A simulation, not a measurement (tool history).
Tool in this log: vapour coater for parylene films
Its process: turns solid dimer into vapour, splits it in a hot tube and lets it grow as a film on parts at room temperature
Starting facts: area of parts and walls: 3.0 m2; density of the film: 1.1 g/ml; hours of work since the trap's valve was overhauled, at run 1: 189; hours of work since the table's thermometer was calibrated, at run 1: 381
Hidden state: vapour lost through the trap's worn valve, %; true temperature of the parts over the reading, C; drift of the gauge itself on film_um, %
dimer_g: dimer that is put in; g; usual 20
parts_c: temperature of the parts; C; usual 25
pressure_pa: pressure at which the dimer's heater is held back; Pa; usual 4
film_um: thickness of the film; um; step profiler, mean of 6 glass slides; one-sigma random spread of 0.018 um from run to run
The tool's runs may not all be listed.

| run | day | dimer_g | parts_c | pressure_pa | hours of work since the trap's valve was overhauled | hours of work since the table's thermometer was calibrated | film_um |
|---|---|---|---|---|---|---|---|
| 1 | 0 | 20 | 25 | 4 | 189 | 381 | 4.52 |
| 2 | 0.75 | 20 | 27 | 4 | 198 | 390 | 4.21 |
| 3 | 1.3 | 20 | 27 | 4 | 205 | 397 | 4.2 |
| 4 | 2.096 | 20 | 27 | 4 | 215 | 407 | 4.2 |
| 5 | 2.525 | 20 | 27 | 4 | 221 | 413 | 4.19 |
| 6 | 3.262 | 20 | 25 | 4 | 230 | 422 | 4.56 |
| 7 | 3.862 | 20 | 25 | 10.74 | 238 | 430 | 3.92 |
| 8 | 4.317 | 20 | 19 | 4 | 244 | 435 | 5.64 |
| 9 | 5.083 | 20 | 19 | 4 | 253 | 445 | 5.62 |
| 10 | 5.779 | 20 | 19 | 4 | 262 | 454 | 5.6 |
| 11 | 6.658 | 20 | 19 | 4 | 273 | 465 | 5.68 |
| 12 | 7.429 | 20 | 25 | 3.57 | 283 | 475 | 4.63 |
| 13 | 8.15 | 20 | 25 | 3.57 | 292 | 484 | 4.6 |
| 14 | 8.929 | 24 | 25 | 4 | 302 | 494 | 5.42 |
| 15 | 9.404 | 11 | 25 | 4 | 308 | 500 | 2.47 |
| 16 | 9.975 | 11 | 25 | 4 | 316 | 507 | 2.51 |
| 17 | 10.471 | 11 | 25 | 4 | 322 | 514 | 2.5 |
| 18 | 10.95 | 28 | 25 | 4 | 328 | 520 | 6.34 |
| 19 | 11.525 | 20 | 25 | 8.1 | 335 | 527 | 4.12 |
| 20 | 12.183 | 20 | 21 | 4 | 344 | 535 | 5.26 |
| 21 | 13.012 | 25 | 25 | 4 | 354 | 546 | 5.64 |
| 22 | 13.421 | 25 | 25 | 4 | 359 | 551 | 5.63 |
| 23 | 14.221 | 20 | 20 | 7.2 | 370 | 561 | 4.99 |
| 24 | 14.85 | 20 | 20 | 7.2 | 378 | 569 | 4.98 |
| 25 | 15.554 | 13 | 21 | 7.2 | 386 | 578 | 3.13 |
| 26 | 16.017 | 20 | 18 | 11.97 | 392 | 584 | 4.98 |
| 27 | 16.675 | 17 | 34 | 2.26 | 401 | 592 | 2.97 |
| 28 | 17.158 | 33 | 34 | 5.03 | 407 | 599 | 5.17 |
| 29 | 17.554 | 9 | 19 | 6.66 | 412 | 604 | 2.35 |
| 30 | 18.371 | 35 | 19 | 3.9 | 422 | 614 | 9.87 |
|  | 18.721 | trap's valve overhauled |
| 31 | 19.038 | 35 | 19 | 3.9 | 4 | 620 | 9.95 |
| 32 | 19.946 | 20 | 32 | 5.78 | 16 | 632 | 3.33 |
| 33 | 20.542 | 13 | 19 | 3 | 23 | 640 | 3.81 |
| 34 | 21.125 | 13 | 34 | 6.11 | 31 | 647 | 1.99 |
| 35 | 21.971 | 13 | 34 | 6.11 | 41 | 658 | 1.99 |
| 36 | 22.662 | 17 | 23 | 2.26 | 50 | 666 | 4.52 |
| 37 | 23.408 | 30 | 27 | 4 | 60 | 676 | 6.36 |
| 38 | 24.25 | 30 | 27 | 4 | 70 | 687 | 6.32 |
| 39 | 24.75 | 12 | 22 | 7.49 | 77 | 693 | 2.79 |
| 40 | 25.354 | 10 | 34 | 7.49 | 84 | 701 | 1.49 |
| 41 | 26.079 | 16 | 23 | 6.28 | 94 | 710 | 3.66 |
| 42 | 27 | 22 | 33 | 9.03 | 105 | 722 | 3.3 |
| 43 | 27.833 | 17 | 32 | 9.88 | 116 | 732 | 2.6 |
| 44 | 28.283 | 20 | 27 | 2.43 | 122 | 738 | 4.54 |

Alternative continuations, all from the tool just after run 44; predict every row:
| A | 28.696 | 18 | 27 | 3.98 | 127 | 743 | ? |
| B | 28.696 | 9 | 27 | 2.43 | 127 | 743 | ? |
| C | 28.696 | 21 | 20 | 2.43 | 127 | 743 | ? |
| D | 28.696 | 20 | 27 | 3.16 | 127 | 743 | ? |
| E | 28.696 | 16 | 24 | 10.86 | 127 | 743 | ? |

| run | film_um |
|---|---|
| A | 3.79 |
| B | 2.04 |
| C | 6.11 |
| D | 4.33 |
| E | 3.27 |
With no hidden state in the tool, these same runs would have given:
| run | film_um |
|---|---|
| A | 3.79 |
| B | 2.04 |
| C | 6.11 |
| D | 4.33 |
| E | 3.27 |

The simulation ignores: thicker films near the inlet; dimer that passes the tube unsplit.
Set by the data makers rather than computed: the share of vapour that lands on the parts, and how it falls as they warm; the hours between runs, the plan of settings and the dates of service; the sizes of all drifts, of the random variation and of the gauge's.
